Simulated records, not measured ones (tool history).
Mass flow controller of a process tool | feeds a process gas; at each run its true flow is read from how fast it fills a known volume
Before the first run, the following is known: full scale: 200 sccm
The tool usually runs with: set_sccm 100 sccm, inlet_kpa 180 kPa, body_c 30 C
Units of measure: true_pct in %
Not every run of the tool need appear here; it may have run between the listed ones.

{"run": 1, "hour": 0.0, "set_sccm": 100, "inlet_kpa": 180, "body_c": 30, "true_pct": 97.64}
{"run": 2, "hour": 164.4, "set_sccm": 100, "inlet_kpa": 180, "body_c": 30, "true_pct": 97.49}
{"run": 3, "hour": 276.6, "set_sccm": 100, "inlet_kpa": 180, "body_c": 30, "true_pct": 97.51}
{"run": 4, "hour": 356.8, "set_sccm": 100, "inlet_kpa": 180, "body_c": 30, "true_pct": 97.51}
{"run": 5, "hour": 498.5, "set_sccm": 100, "inlet_kpa": 180, "body_c": 24, "true_pct": 98.17}
{"run": 6, "hour": 631.2, "set_sccm": 100, "inlet_kpa": 180, "body_c": 30, "true_pct": 97.41}
{"run": 7, "hour": 740.7, "set_sccm": 100, "inlet_kpa": 180, "body_c": 30, "true_pct": 97.39}
{"run": 8, "hour": 844.0, "set_sccm": 100, "inlet_kpa": 267, "body_c": 30, "true_pct": 97.4}
{"run": 9, "hour": 956.5, "set_sccm": 44, "inlet_kpa": 180, "body_c": 30, "true_pct": 96.29}
{"run": 10, "hour": 1097.4, "set_sccm": 44, "inlet_kpa": 180, "body_c": 30, "true_pct": 96.13}
{"hour": 1108.0, "done": "controller's zero set anew"}
{"run": 11, "hour": 1245.9, "set_sccm": 44, "inlet_kpa": 180, "body_c": 30, "true_pct": 95.86}
{"run": 12, "hour": 1398.2, "set_sccm": 44, "inlet_kpa": 180, "body_c": 30, "true_pct": 95.89}
{"run": 13, "hour": 1491.4, "set_sccm": 100, "inlet_kpa": 157, "body_c": 30, "true_pct": 96.98}
{"run": 14, "hour": 1611.9, "set_sccm": 100, "inlet_kpa": 154, "body_c": 30, "true_pct": 96.8}
{"run": 15, "hour": 1743.8, "set_sccm": 100, "inlet_kpa": 157, "body_c": 30, "true_pct": 96.68}
{"hour": 1809.7, "done": "controller's zero set anew, once more"}
{"run": 16, "hour": 1907.5, "set_sccm": 100, "inlet_kpa": 185, "body_c": 30, "true_pct": 97.2}
{"run": 17, "hour": 2025.9, "set_sccm": 100, "inlet_kpa": 180, "body_c": 30, "true_pct": 97.18}
{"run": 18, "hour": 2129.4, "set_sccm": 100, "inlet_kpa": 180, "body_c": 30, "true_pct": 97.1}

Run 19, settings as shown, results not yet in. Your forecast:
{"run": 19, "hour": 2249.3, "set_sccm": 49, "inlet_kpa": 216, "body_c": 24, "true_pct": "?"}

{"run 19": {"true_pct": 97.29}}
If the tool had no hidden condition, the same run with the same run-to-run variation would have returned true_pct 98.79 %.

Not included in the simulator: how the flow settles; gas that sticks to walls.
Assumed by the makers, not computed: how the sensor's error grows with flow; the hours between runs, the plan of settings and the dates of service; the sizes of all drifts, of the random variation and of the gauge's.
